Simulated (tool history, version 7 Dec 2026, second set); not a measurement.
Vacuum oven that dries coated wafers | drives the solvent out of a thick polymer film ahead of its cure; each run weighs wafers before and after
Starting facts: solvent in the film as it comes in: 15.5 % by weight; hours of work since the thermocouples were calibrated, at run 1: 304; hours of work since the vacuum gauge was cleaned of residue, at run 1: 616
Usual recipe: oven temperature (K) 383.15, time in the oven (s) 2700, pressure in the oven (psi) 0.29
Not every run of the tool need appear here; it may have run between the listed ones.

run,hour,oven temperature (K),time in the oven (s),pressure in the oven (psi),hours of work since the thermocouples were calibrated,hours of work since the vacuum gauge was cleaned of residue,solvent left in the film (%)
1,0,383.15,2700,0.29,304,616,4.51
2,8.1,383.15,2700,0.29,310,622,4.48
3,23.5,383.15,2700,0.29,322,634,4.47
4,42.3,383.15,2700,0.29,336,648,4.45
5,53.6,383.15,2160,0.29,345,657,5.35
6,71.1,383.15,2160,0.29,359,671,5.4
7,87.6,383.15,2160,0.29,371,683,5.39
8,96,383.15,2100,0.29,378,690,5.44
9,111.6,383.15,2100,0.29,390,702,5.53
10,121.2,383.15,1860,0.29,397,709,6.05
11,132.8,383.15,1860,0.29,406,718,5.97
12,150.4,383.15,1860,0.29,420,732,5.98
13,165.9,383.15,2700,0.29,431,744,4.44
14,180.3,383.15,2700,0.29,443,755,4.39
15,198.8,383.15,2700,0.29,457,769,4.46
16,217,383.15,2700,0.29,471,783,4.45
17,235.9,383.15,2700,0.174,485,797,4.05
18,252.9,383.15,2700,0.29,498,810,4.41
19,266.1,383.15,2940,0.29,509,821,4.02
20,276.3,383.15,2940,0.29,516,828,4.06
21,287,391.15,2160,0.29,525,837,3.15
22,296.6,391.15,2160,0.29,532,844,3.1
23,313.6,391.15,2160,0.29,545,857,3.06
24,326.5,379.15,1440,1.034,555,867,9.84
25,338.7,393.15,2700,0.447,564,876,2.38
26,353.9,393.15,2700,0.447,576,888,2.36
27,363.2,393.15,2700,0.447,583,895,2.41
28,382.7,383.15,3360,0.393,598,910,3.79
29,396.7,398.15,1680,0.817,609,921,3.48
30,415.4,398.15,1680,0.817,623,935,3.51
31,432,374.15,1680,0.267,636,948,8.75
32,441,392.15,2820,0.29,643,955,2.03
33,459.4,384.15,1920,1.023,657,969,7.42
34,471.9,397.15,2580,0.196,667,979,1.2
35,481.2,397.15,2580,0.196,674,986,1.19
36,492.7,391.15,1440,0.21,683,995,4.57
37,502.1,385.15,3660,0.21,690,1002,2.44
38,512.2,394.15,2760,0.21,698,1010,1.53
39,528.7,393.15,1440,0.29,710,1022,4.17
40,539.4,387.15,2280,0.268,719,1031,3.85

Each run again, without the hidden state but with its own random variation kept:
Unlogged tool condition in this case: true wafer temperature over the reading, C; true pressure over the reading, kPa; drift of the gauge itself on solvent_pct, %.
run,solvent left in the film (%)
1,4.51
2,4.49
3,4.48
4,4.47
5,5.37
6,5.43
7,5.42
8,5.47
9,5.56
10,6.09
11,6.01
12,6.03
13,4.48
14,4.44
15,4.51
16,4.5
17,4.11
18,4.47
19,4.08
20,4.12
21,3.21
22,3.16
23,3.12
24,9.92
25,2.42
26,2.4
27,2.45
28,3.87
29,3.56
30,3.6
31,8.84
32,2.08
33,7.55
34,1.23
35,1.22
36,4.7
37,2.51
38,1.57
39,4.31
40,3.97

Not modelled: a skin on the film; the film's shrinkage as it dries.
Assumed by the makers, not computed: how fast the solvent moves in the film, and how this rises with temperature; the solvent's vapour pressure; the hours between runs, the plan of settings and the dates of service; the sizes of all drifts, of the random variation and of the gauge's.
